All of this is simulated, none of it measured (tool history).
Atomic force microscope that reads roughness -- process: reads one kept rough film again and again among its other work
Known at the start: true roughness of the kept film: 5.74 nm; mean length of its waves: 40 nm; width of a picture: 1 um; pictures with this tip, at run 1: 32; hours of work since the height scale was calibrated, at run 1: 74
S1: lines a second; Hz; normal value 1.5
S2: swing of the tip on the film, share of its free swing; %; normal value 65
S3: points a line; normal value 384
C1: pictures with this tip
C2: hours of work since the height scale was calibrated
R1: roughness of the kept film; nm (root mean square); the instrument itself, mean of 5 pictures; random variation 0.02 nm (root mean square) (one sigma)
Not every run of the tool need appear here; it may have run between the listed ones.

run	hour	S1	S2	S3	C1	C2	R1
1	0	1.5	65	384	32	74	4.968
2	10	1.5	65	384	42	80	5.024
3	26.9	0.61	65	384	59	91	5.124
4	45.6	0.61	65	384	78	102	5.131
5	61.2	2.03	65	384	94	112	4.927
6	71.6	1.5	65	384	104	118	5.012
7	80.4	1.5	65	541	113	124	5.013
8	90.5	1.5	65	541	123	130	5.026
9	101	1.5	65	541	134	136	5.009
# hour 116.4: new tip fitted
10	118.6	1.5	65	541	2	147	5.007
11	130.5	1.5	65	541	14	154	5.019
12	147.6	1.5	65	541	31	165	5.009
13	166.5	1.5	65	541	50	176	5.04
14	183.4	1.5	57	384	68	187	5.038
15	201.3	1.5	57	384	86	198	5.077
16	212.1	1.5	57	384	96	205	5.04
17	221.8	1.5	57	384	106	211	5.071
18	236.8	1.5	65	384	121	220	5.001
19	253.5	1.5	65	384	138	230	5.01
# hour 264.5: new tip fitted
20	270.5	1.5	65	384	6	240	5.031
21	282.5	1.5	65	384	18	248	5.02
22	296.5	0.87	65	384	32	256	5.033
23	311	0.87	65	384	47	265	5.061
24	318.9	0.87	65	384	54	270	5.068
25	335.7	0.87	65	384	71	281	5.081
26	350	0.87	65	384	86	289	5.02
27	360.6	0.87	65	384	97	296	5.093
28	379.6	0.93	83	833	116	308	4.899
29	391.1	1.5	77	715	127	315	4.82
30	400.5	1.09	57	621	137	321	5.11
31	411.3	1.09	57	621	148	327	5.099
# hour 413.4: new tip fitted
32	420.8	2.6	65	641	8	333	4.881
33	437	1.56	65	271	24	343	4.98
34	453.9	1.56	65	271	41	353	4.99
35	471.3	0.96	56	449	59	364	5.164
36	490.7	0.96	56	449	78	376	5.157
37	507.8	0.54	83	449	95	387	5.046
38	516.9	1.37	74	257	105	392	4.898
39	533.2	3.42	82	842	121	402	4.28
40	542.4	3.42	82	842	130	408	4.271
# hour 561.1: new tip fitted
41	561.1	0.73	72	842	0	419	5.11
42	572.2	0.73	72	842	11	426	5.089
43	580.2	0.73	72	842	19	431	5.09
44	597.5	1.57	88	329	36	442	4.565
45	614.1	3.92	88	954	53	452	3.905
46	624.1	1.31	88	925	63	458	4.693
47	643.7	1.63	68	703	83	470	4.929
48	657	1.12	55	993	96	478	5.143
49	674.2	1.12	74	993	114	489	4.952
50	683.2	1.12	74	993	123	495	5.003
51	702	2.6	64	302	142	506	4.853
# hour 711: new tip fitted
52	711	2.6	64	302	0	511	4.861
53	728.1	0.5	64	928	17	522	5.136

3 ways to go on from here, each from the tool as it stands after run 53. What would each give?
A	740.2	2.38	84	928	30	529	?
B	740.2	0.59	85	626	30	529	?
C	740.2	0.92	55	552	30	529	?

run	R1
A	4.479
B	4.992
C	5.139
Stripped of hidden state, with their random variation kept, the same runs would have yielded:
run	R1
A	4.482
B	4.995
C	5.143
